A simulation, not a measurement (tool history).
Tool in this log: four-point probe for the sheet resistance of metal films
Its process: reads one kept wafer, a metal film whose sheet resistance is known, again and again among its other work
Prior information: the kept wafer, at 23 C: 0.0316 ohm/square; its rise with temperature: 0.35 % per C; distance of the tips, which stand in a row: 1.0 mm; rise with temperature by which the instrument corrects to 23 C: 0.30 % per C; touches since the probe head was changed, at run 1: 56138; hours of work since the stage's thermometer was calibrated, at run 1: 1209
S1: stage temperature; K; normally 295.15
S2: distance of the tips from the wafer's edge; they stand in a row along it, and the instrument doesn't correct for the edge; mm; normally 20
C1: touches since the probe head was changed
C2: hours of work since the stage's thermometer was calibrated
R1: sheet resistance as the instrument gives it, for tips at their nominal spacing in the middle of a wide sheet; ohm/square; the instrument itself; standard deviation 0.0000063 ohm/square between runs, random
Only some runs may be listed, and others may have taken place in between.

run,hour,S1,S2,C1,C2,R1
1,0.0,295.15,20,56138,1209,0.031533
2,45.3,295.15,20,58026,1241,0.031527
3,113.6,295.15,20,60877,1288,0.031514
4,201.6,295.15,20,64548,1349,0.031507
5,249.1,295.15,20,66530,1382,0.031512
6,315.6,295.15,20,69302,1428,0.031488
7,389.9,295.15,20,72403,1479,0.031479
8,483.8,292.15,20,76318,1544,0.031435
9,550.7,292.15,20,79110,1590,0.031416
10,616.4,298.15,20,81850,1635,0.031509
11,704.3,298.15,20,85515,1696,0.031498
12,773.6,298.15,20,88404,1744,0.031501
13,860.0,306.15,20,92009,1804,0.031596
14,926.6,306.15,20,94788,1850,0.031593
# hour 987.2: stage's thermometer calibrated
15,987.2,306.15,20,97293,0,0.031556
16,1040.8,306.15,6,99530,37,0.031986
17,1116.0,294.15,20,102666,89,0.031367
18,1155.4,294.15,20,104310,116,0.031361
19,1237.0,294.15,20,107714,173,0.031348
# hour 1272.7: stage's thermometer calibrated, once more
20,1287.2,303.15,20,109787,10,0.031560
21,1375.7,308.15,20,113476,71,0.031621
22,1420.0,308.15,20,115327,102,0.031621
23,1500.1,295.15,20,118667,157,0.031415
24,1568.8,295.15,32,121532,205,0.031393
25,1660.3,295.15,32,125347,268,0.031372
26,1722.2,295.15,32,127931,311,0.031368
27,1792.1,295.15,32,130845,359,0.031380
# hour 1806.7: new probe head fitted
28,1839.1,295.15,32,1351,391,0.031600
29,1912.0,295.15,32,4394,441,0.031591
30,1952.7,295.15,32,6091,469,0.031575
31,2038.1,306.15,36,9653,528,0.031739
32,2083.5,306.15,36,11544,560,0.031723
33,2152.4,307.15,3,14421,607,0.033516

What does the tool deliver on the next run?
34,2209.4,295.15,5,16796,647,?

{"run 34": {"R1": 0.032208}}
Were there no unlogged condition in the tool, this run, its random variation unchanged, would have produced R1 0.032255 ohm/square.
